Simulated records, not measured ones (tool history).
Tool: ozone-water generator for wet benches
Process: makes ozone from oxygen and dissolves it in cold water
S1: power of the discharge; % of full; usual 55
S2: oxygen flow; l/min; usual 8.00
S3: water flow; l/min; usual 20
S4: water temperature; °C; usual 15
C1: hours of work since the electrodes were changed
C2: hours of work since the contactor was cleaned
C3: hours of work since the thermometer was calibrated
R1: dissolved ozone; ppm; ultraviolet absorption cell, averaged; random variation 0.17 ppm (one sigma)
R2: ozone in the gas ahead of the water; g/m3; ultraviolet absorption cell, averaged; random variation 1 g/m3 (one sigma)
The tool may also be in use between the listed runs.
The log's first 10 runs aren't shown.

{"run": 11, "day": 32.292, "S1": 89, "S2": 8.0, "S3": 20, "S4": 15, "C1": 703, "C2": 3005, "C3": 529, "R1": 33.5, "R2": 258.7}
{"run": 12, "day": 35.462, "S1": 89, "S2": 8.0, "S3": 20, "S4": 15, "C1": 755, "C2": 3057, "C3": 581, "R1": 33.3, "R2": 257.2}
{"run": 13, "day": 39.012, "S1": 89, "S2": 8.0, "S3": 14, "S4": 15, "C1": 813, "C2": 3115, "C3": 639, "R1": 43.9, "R2": 259.7}
{"run": 14, "day": 42.362, "S1": 55, "S2": 8.0, "S3": 20, "S4": 15, "C1": 868, "C2": 3170, "C3": 694, "R1": 23.7, "R2": 183.0}
{"run": 15, "day": 45.396, "S1": 55, "S2": 8.0, "S3": 20, "S4": 15, "C1": 918, "C2": 3220, "C3": 744, "R1": 23.8, "R2": 183.4}
{"run": 16, "day": 48.688, "S1": 55, "S2": 8.0, "S3": 20, "S4": 15, "C1": 972, "C2": 3274, "C3": 798, "R1": 23.7, "R2": 184.0}
{"day": 50.583, "done": "gauge calibrated"}
{"run": 17, "day": 51.312, "S1": 55, "S2": 8.0, "S3": 20, "S4": 15, "C1": 1015, "C2": 3317, "C3": 841, "R1": 23.8, "R2": 176.7}
{"run": 18, "day": 53.462, "S1": 55, "S2": 8.0, "S3": 20, "S4": 15, "C1": 1050, "C2": 3352, "C3": 876, "R1": 23.4, "R2": 178.3}
{"run": 19, "day": 57.742, "S1": 69, "S2": 8.0, "S3": 20, "S4": 18, "C1": 1120, "C2": 3422, "C3": 946, "R1": 26.6, "R2": 208.4}
{"run": 20, "day": 60.908, "S1": 47, "S2": 8.0, "S3": 20, "S4": 15, "C1": 1172, "C2": 3474, "C3": 998, "R1": 21.2, "R2": 159.5}
{"run": 21, "day": 64.75, "S1": 63, "S2": 5.38, "S3": 20, "S4": 15, "C1": 1235, "C2": 3537, "C3": 1061, "R1": 26.2, "R2": 245.6}
{"run": 22, "day": 66.917, "S1": 73, "S2": 5.38, "S3": 20, "S4": 19, "C1": 1271, "C2": 3573, "C3": 1097, "R1": 27.7, "R2": 272.2}
{"run": 23, "day": 71.208, "S1": 73, "S2": 5.38, "S3": 20, "S4": 19, "C1": 1341, "C2": 3643, "C3": 1167, "R1": 27.6, "R2": 273.6}
{"run": 24, "day": 74.092, "S1": 83, "S2": 6.75, "S3": 20, "S4": 20, "C1": 1388, "C2": 3690, "C3": 1214, "R1": 29.5, "R2": 266.6}
{"run": 25, "day": 77.875, "S1": 83, "S2": 6.75, "S3": 20, "S4": 20, "C1": 1450, "C2": 3752, "C3": 1276, "R1": 29.5, "R2": 267.9}
{"run": 26, "day": 82.042, "S1": 83, "S2": 6.75, "S3": 20, "S4": 20, "C1": 1519, "C2": 3820, "C3": 1345, "R1": 29.6, "R2": 267.0}
{"run": 27, "day": 84.867, "S1": 83, "S2": 6.75, "S3": 20, "S4": 20, "C1": 1565, "C2": 3867, "C3": 1391, "R1": 29.7, "R2": 268.4}
{"run": 28, "day": 87.429, "S1": 78, "S2": 5.51, "S3": 18, "S4": 15, "C1": 1607, "C2": 3909, "C3": 1433, "R1": 33.4, "R2": 287.2}
{"run": 29, "day": 90.208, "S1": 78, "S2": 5.51, "S3": 18, "S4": 15, "C1": 1652, "C2": 3954, "C3": 1479, "R1": 33.8, "R2": 287.5}
{"run": 30, "day": 93.138, "S1": 61, "S2": 8.0, "S3": 15, "S4": 15, "C1": 1701, "C2": 4002, "C3": 1527, "R1": 31.5, "R2": 195.7}
{"run": 31, "day": 95.708, "S1": 61, "S2": 13.74, "S3": 15, "S4": 15, "C1": 1743, "C2": 4044, "C3": 1569, "R1": 28.6, "R2": 147.7}
{"run": 32, "day": 99.338, "S1": 43, "S2": 4.52, "S3": 20, "S4": 19, "C1": 1802, "C2": 4104, "C3": 1628, "R1": 18.8, "R2": 206.7}
{"run": 33, "day": 102.988, "S1": 42, "S2": 12.17, "S3": 28, "S4": 11, "C1": 1862, "C2": 4164, "C3": 1688, "R1": 15.4, "R2": 120.2}

Forecast each of these 3 alternatives for the next run:
{"run": "A", "day": 104.917, "S1": 41, "S2": 12.17, "S3": 14, "S4": 11, "C1": 1894, "C2": 4195, "C3": 1720, "R1": "?", "R2": "?"}
{"run": "B", "day": 104.917, "S1": 42, "S2": 9.33, "S3": 28, "S4": 12, "C1": 1894, "C2": 4195, "C3": 1720, "R1": "?", "R2": "?"}
{"run": "C", "day": 104.917, "S1": 42, "S2": 8.9, "S3": 28, "S4": 11, "C1": 1894, "C2": 4195, "C3": 1720, "R1": "?", "R2": "?"}

run=A R1=24.7 R2=118.9
run=B R1=15.4 R2=139.9
run=C R1=15.6 R2=141.8
Without the tool's hidden state the same runs would have given:
run=A R1=24.7 R2=115.2
run=B R1=15.4 R2=135.7
run=C R1=15.6 R2=137.4
